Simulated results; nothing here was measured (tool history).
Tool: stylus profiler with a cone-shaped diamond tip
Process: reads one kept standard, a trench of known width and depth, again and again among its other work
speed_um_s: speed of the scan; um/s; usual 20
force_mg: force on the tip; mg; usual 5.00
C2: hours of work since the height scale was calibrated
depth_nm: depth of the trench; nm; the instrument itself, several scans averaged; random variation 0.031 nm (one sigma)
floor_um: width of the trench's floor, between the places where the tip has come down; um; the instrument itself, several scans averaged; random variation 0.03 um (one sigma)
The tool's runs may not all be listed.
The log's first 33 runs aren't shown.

run 34 hour=2387.3 | speed_um_s=29 force_mg=1.75 | scans_with_this_tip=4925 C2=499 | depth_nm=200.99 floor_um=27.93
run 35 hour=2429.2 | speed_um_s=34 force_mg=2.51 | scans_with_this_tip=5124 C2=520 | depth_nm=201.26 floor_um=27.90
run 36 hour=2505.7 | speed_um_s=34 force_mg=2.51 | scans_with_this_tip=5488 C2=556 | depth_nm=201.29 floor_um=27.97
run 37 hour=2556.3 | speed_um_s=21 force_mg=5.00 | scans_with_this_tip=5729 C2=581 | depth_nm=202.01 floor_um=28.07
run 38 hour=2636.3 | speed_um_s=21 force_mg=5.00 | scans_with_this_tip=6110 C2=620 | depth_nm=202.06 floor_um=27.98
run 39 hour=2684.0 | speed_um_s=13 force_mg=11.90 | scans_with_this_tip=6337 C2=643 | depth_nm=203.57 floor_um=27.99
run 40 hour=2766.7 | speed_um_s=13 force_mg=3.30 | scans_with_this_tip=6730 C2=682 | depth_nm=201.52 floor_um=28.02
run 41 hour=2815.5 | speed_um_s=13 force_mg=3.30 | scans_with_this_tip=6963 C2=706 | depth_nm=201.52 floor_um=28.01
run 42 hour=2869.9 | speed_um_s=13 force_mg=5.73 | scans_with_this_tip=7221 C2=732 | depth_nm=202.24 floor_um=28.02

Forecast each of these 4 alternatives for the next run:
run A hour=2916.2 | speed_um_s=36 force_mg=5.00 | scans_with_this_tip=7442 C2=755 | depth_nm=? floor_um=?
run B hour=2916.2 | speed_um_s=42 force_mg=8.85 | scans_with_this_tip=7442 C2=755 | depth_nm=? floor_um=?
run C hour=2916.2 | speed_um_s=7 force_mg=5.00 | scans_with_this_tip=7442 C2=755 | depth_nm=? floor_um=?
run D hour=2916.2 | speed_um_s=40 force_mg=5.00 | scans_with_this_tip=7442 C2=755 | depth_nm=? floor_um=?

run=A depth_nm=202.02 floor_um=27.92
run=B depth_nm=202.95 floor_um=27.97
run=C depth_nm=201.99 floor_um=27.97
run=D depth_nm=202.00 floor_um=27.90
Without the tool's hidden state the same runs would have given:
run=A depth_nm=202.03 floor_um=27.93
run=B depth_nm=202.95 floor_um=27.98
run=C depth_nm=202.00 floor_um=27.98
run=D depth_nm=202.01 floor_um=27.91

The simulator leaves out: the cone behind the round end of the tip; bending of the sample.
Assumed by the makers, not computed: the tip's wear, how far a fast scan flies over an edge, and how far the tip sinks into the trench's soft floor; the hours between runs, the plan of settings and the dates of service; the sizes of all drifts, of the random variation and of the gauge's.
